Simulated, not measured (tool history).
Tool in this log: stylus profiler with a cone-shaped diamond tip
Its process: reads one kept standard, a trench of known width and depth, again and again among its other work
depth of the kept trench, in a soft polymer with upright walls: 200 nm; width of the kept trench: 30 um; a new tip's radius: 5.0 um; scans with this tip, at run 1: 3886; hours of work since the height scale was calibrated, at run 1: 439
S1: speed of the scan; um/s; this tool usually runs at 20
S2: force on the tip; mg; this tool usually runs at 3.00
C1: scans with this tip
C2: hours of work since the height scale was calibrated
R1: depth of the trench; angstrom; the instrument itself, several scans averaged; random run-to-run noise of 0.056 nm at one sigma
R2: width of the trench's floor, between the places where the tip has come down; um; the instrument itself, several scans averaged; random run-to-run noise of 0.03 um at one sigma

run,hour,S1,S2,C1,C2,R1,R2
1,0.0,20,3.00,3886,439,2012.7,27.08
2,39.2,62,3.00,4063,459,2013.0,26.83
3,72.0,20,3.00,4211,475,2013.0,27.06
4,122.6,20,3.00,4439,501,2013.6,26.99
5,165.4,20,3.00,4632,523,2012.5,27.08
6,212.5,20,3.00,4845,547,2013.3,27.13
7,246.0,20,2.97,4996,564,2013.7,27.05
8,271.6,20,2.97,5111,577,2012.3,27.11
9,319.3,20,2.97,5327,601,2012.2,27.08
10,349.1,20,3.00,5461,616,2012.8,27.11
11,378.9,20,3.00,5595,631,2014.0,27.07
12,406.6,20,3.00,5720,646,2012.6,27.13
13,437.6,9,4.71,5860,661,2017.5,27.12
14,461.1,31,1.96,5966,673,2009.8,27.05
15,499.6,8,2.93,6140,693,2013.2,27.09
16,538.1,40,1.07,6314,713,2006.4,26.81
17,584.8,11,8.60,6524,736,2027.3,27.19
18,622.5,7,2.66,6694,756,2012.2,27.16
19,669.2,7,2.66,6905,779,2012.0,27.16
20,707.0,30,3.00,7076,799,2010.8,27.04

Branching from run 20: 5 alternative next runs. What would each branch give?
A,746.6,59,1.36,7254,819,?,?
B,746.6,50,3.21,7254,819,?,?
C,746.6,6,3.00,7254,819,?,?
D,746.6,20,4.24,7254,819,?,?
E,746.6,71,2.52,7254,819,?,?

run,R1,R2
A,2006.6,26.66
B,2012.3,26.90
C,2012.8,27.15
D,2015.1,27.12
E,2011.9,26.73
Without the tool's unlogged condition, the same runs would have read:
run,R1,R2
A,2006.5,26.67
B,2012.2,26.91
C,2012.7,27.16
D,2015.0,27.12
E,2011.8,26.74
